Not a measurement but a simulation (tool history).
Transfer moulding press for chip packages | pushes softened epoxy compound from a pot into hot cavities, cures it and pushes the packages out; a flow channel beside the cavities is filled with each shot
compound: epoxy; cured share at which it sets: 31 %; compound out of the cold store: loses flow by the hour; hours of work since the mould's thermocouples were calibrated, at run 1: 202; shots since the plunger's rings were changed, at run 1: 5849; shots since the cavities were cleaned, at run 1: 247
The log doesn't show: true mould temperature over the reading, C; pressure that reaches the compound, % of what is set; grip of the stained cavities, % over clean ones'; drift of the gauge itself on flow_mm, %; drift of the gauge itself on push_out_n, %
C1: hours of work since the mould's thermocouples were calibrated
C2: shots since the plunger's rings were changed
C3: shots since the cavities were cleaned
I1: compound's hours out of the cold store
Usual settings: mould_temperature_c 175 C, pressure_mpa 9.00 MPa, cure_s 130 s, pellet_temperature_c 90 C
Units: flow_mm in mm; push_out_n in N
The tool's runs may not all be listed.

{"run": 1, "hour": 0.0, "mould_temperature_c": 175, "pressure_mpa": 9.0, "cure_s": 130, "pellet_temperature_c": 90, "C1": 202, "C2": 5849, "C3": 247, "I1": 23.1, "flow_mm": 688, "push_out_n": 410}
{"run": 2, "hour": 11.0, "mould_temperature_c": 175, "pressure_mpa": 9.0, "cure_s": 130, "pellet_temperature_c": 90, "C1": 210, "C2": 5966, "C3": 364, "I1": 12.9, "flow_mm": 724, "push_out_n": 434}
{"run": 3, "hour": 21.1, "mould_temperature_c": 175, "pressure_mpa": 9.0, "cure_s": 130, "pellet_temperature_c": 90, "C1": 218, "C2": 6074, "C3": 472, "I1": 27.3, "flow_mm": 675, "push_out_n": 422}
{"run": 4, "hour": 27.3, "mould_temperature_c": 175, "pressure_mpa": 9.0, "cure_s": 130, "pellet_temperature_c": 90, "C1": 223, "C2": 6140, "C3": 538, "I1": 27.6, "flow_mm": 670, "push_out_n": 408}
{"run": 5, "hour": 33.8, "mould_temperature_c": 175, "pressure_mpa": 9.0, "cure_s": 130, "pellet_temperature_c": 90, "C1": 227, "C2": 6209, "C3": 607, "I1": 36.7, "flow_mm": 647, "push_out_n": 416}
{"hour": 46.5, "done": "plunger's sealing rings changed"}
{"run": 6, "hour": 46.5, "mould_temperature_c": 175, "pressure_mpa": 9.0, "cure_s": 130, "pellet_temperature_c": 90, "C1": 235, "C2": 0, "C3": 715, "I1": 37.6, "flow_mm": 644, "push_out_n": 426}
{"run": 7, "hour": 51.8, "mould_temperature_c": 175, "pressure_mpa": 9.0, "cure_s": 130, "pellet_temperature_c": 90, "C1": 239, "C2": 57, "C3": 772, "I1": 17.8, "flow_mm": 707, "push_out_n": 431}
{"run": 8, "hour": 60.1, "mould_temperature_c": 169, "pressure_mpa": 9.0, "cure_s": 130, "pellet_temperature_c": 90, "C1": 245, "C2": 145, "C3": 860, "I1": 27.9, "flow_mm": 707, "push_out_n": 579}
{"run": 9, "hour": 67.4, "mould_temperature_c": 169, "pressure_mpa": 9.0, "cure_s": 130, "pellet_temperature_c": 90, "C1": 251, "C2": 222, "C3": 937, "I1": 45.6, "flow_mm": 642, "push_out_n": 531}
{"hour": 75.8, "done": "cavities cleaned with cleaning compound and waxed"}
{"run": 10, "hour": 79.9, "mould_temperature_c": 178, "pressure_mpa": 9.0, "cure_s": 130, "pellet_temperature_c": 90, "C1": 259, "C2": 339, "C3": 43, "I1": 24.9, "flow_mm": 671, "push_out_n": 383}
{"run": 11, "hour": 90.4, "mould_temperature_c": 178, "pressure_mpa": 9.0, "cure_s": 130, "pellet_temperature_c": 90, "C1": 267, "C2": 451, "C3": 155, "I1": 15.2, "flow_mm": 710, "push_out_n": 390}
{"run": 12, "hour": 100.2, "mould_temperature_c": 178, "pressure_mpa": 9.0, "cure_s": 130, "pellet_temperature_c": 90, "C1": 274, "C2": 555, "C3": 259, "I1": 47.9, "flow_mm": 598, "push_out_n": 360}
{"run": 13, "hour": 105.6, "mould_temperature_c": 178, "pressure_mpa": 9.0, "cure_s": 130, "pellet_temperature_c": 90, "C1": 278, "C2": 612, "C3": 316, "I1": 35.3, "flow_mm": 641, "push_out_n": 383}
{"run": 14, "hour": 115.7, "mould_temperature_c": 175, "pressure_mpa": 9.0, "cure_s": 130, "pellet_temperature_c": 90, "C1": 286, "C2": 720, "C3": 424, "I1": 41.0, "flow_mm": 635, "push_out_n": 391}
{"run": 15, "hour": 126.0, "mould_temperature_c": 175, "pressure_mpa": 10.5, "cure_s": 152, "pellet_temperature_c": 90, "C1": 293, "C2": 830, "C3": 534, "I1": 8.8, "flow_mm": 806, "push_out_n": 388}
{"run": 16, "hour": 134.8, "mould_temperature_c": 175, "pressure_mpa": 10.5, "cure_s": 152, "pellet_temperature_c": 90, "C1": 300, "C2": 923, "C3": 627, "I1": 33.0, "flow_mm": 717, "push_out_n": 393}
{"run": 17, "hour": 145.5, "mould_temperature_c": 175, "pressure_mpa": 10.5, "cure_s": 152, "pellet_temperature_c": 90, "C1": 308, "C2": 1037, "C3": 741, "I1": 15.5, "flow_mm": 770, "push_out_n": 378}
{"run": 18, "hour": 153.5, "mould_temperature_c": 169, "pressure_mpa": 9.0, "cure_s": 131, "pellet_temperature_c": 90, "C1": 314, "C2": 1122, "C3": 826, "I1": 33.3, "flow_mm": 683, "push_out_n": 566}
{"run": 19, "hour": 159.2, "mould_temperature_c": 169, "pressure_mpa": 10.47, "cure_s": 126, "pellet_temperature_c": 90, "C1": 318, "C2": 1183, "C3": 887, "I1": 13.4, "flow_mm": 813, "push_out_n": 648}
{"run": 20, "hour": 168.0, "mould_temperature_c": 182, "pressure_mpa": 9.0, "cure_s": 116, "pellet_temperature_c": 90, "C1": 325, "C2": 1276, "C3": 980, "I1": 36.5, "flow_mm": 620, "push_out_n": 397}
{"hour": 172.6, "done": "cavities cleaned with cleaning compound and waxed"}
{"run": 21, "hour": 178.7, "mould_temperature_c": 182, "pressure_mpa": 9.0, "cure_s": 116, "pellet_temperature_c": 90, "C1": 332, "C2": 1374, "C3": 66, "I1": 20.9, "flow_mm": 670, "push_out_n": 377}
{"run": 22, "hour": 187.0, "mould_temperature_c": 182, "pressure_mpa": 9.0, "cure_s": 116, "pellet_temperature_c": 90, "C1": 338, "C2": 1462, "C3": 154, "I1": 38.0, "flow_mm": 613, "push_out_n": 379}
{"run": 23, "hour": 192.5, "mould_temperature_c": 182, "pressure_mpa": 9.0, "cure_s": 116, "pellet_temperature_c": 90, "C1": 342, "C2": 1521, "C3": 213, "I1": 26.1, "flow_mm": 645, "push_out_n": 386}
{"run": 24, "hour": 198.2, "mould_temperature_c": 182, "pressure_mpa": 9.0, "cure_s": 131, "pellet_temperature_c": 90, "C1": 346, "C2": 1581, "C3": 273, "I1": 18.6, "flow_mm": 683, "push_out_n": 373}
{"run": 25, "hour": 203.2, "mould_temperature_c": 175, "pressure_mpa": 9.0, "cure_s": 160, "pellet_temperature_c": 95, "C1": 350, "C2": 1634, "C3": 326, "I1": 22.2, "flow_mm": 691, "push_out_n": 372}

The next listed run, before its measurement:
{"run": 26, "hour": 213.7, "mould_temperature_c": 171, "pressure_mpa": 7.79, "cure_s": 160, "pellet_temperature_c": 95, "C1": 358, "C2": 1746, "C3": 438, "I1": 14.6, "flow_mm": "?", "push_out_n": "?"}

Run 26 gave flow_mm 696 mm, push_out_n 417 N.
Without the tool's hidden state the same run would have given flow_mm 696 mm, push_out_n 412 N.

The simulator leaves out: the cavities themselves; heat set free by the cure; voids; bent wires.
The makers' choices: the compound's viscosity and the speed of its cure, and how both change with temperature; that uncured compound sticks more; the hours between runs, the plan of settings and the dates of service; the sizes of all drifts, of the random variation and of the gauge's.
